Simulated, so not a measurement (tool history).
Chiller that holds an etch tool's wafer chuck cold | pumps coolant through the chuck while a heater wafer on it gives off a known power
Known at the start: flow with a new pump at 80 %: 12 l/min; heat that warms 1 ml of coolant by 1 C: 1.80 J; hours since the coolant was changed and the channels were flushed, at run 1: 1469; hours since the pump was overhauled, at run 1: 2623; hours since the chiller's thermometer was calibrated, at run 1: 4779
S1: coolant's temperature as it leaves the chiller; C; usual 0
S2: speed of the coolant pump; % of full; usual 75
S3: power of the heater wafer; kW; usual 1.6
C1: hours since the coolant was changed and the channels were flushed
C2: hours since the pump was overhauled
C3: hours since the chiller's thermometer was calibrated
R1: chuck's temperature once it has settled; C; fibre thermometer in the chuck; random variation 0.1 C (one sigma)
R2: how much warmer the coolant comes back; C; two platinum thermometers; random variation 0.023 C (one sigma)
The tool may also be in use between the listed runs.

run	hour	S1	S2	S3	C1	C2	C3	R1	R2
1	0	0	75	1.6	1469	2623	4779	11.9	4.75
2	84.6	0	75	1.6	1554	2707	4864	11.9	4.75
3	188.4	0	75	1.6	1658	2811	4967	11.7	4.73
4	310.9	0	75	1.6	1780	2934	5090	11.9	4.71
5	419	0	75	1.6	1888	3042	5198	12.1	4.74
6	481.3	0	75	1.6	1951	3104	5260	11.8	4.7
7	532.5	0	75	1.6	2002	3155	5311	12.1	4.66
8	648.5	-2	75	2.152	2118	3271	5428	14.1	6.29
9	750.1	1	75	1.749	2219	3373	5529	14.1	5.13

Run 10 comes next. What will it give?
10	805.6	-4	86	2.279	2275	3428	5585	?	?

Run 10 gave R1 11.6 C, R2 5.8 C.
Without the tool's hidden state the same run would have given R1 11.6 C, R2 5.87 C.

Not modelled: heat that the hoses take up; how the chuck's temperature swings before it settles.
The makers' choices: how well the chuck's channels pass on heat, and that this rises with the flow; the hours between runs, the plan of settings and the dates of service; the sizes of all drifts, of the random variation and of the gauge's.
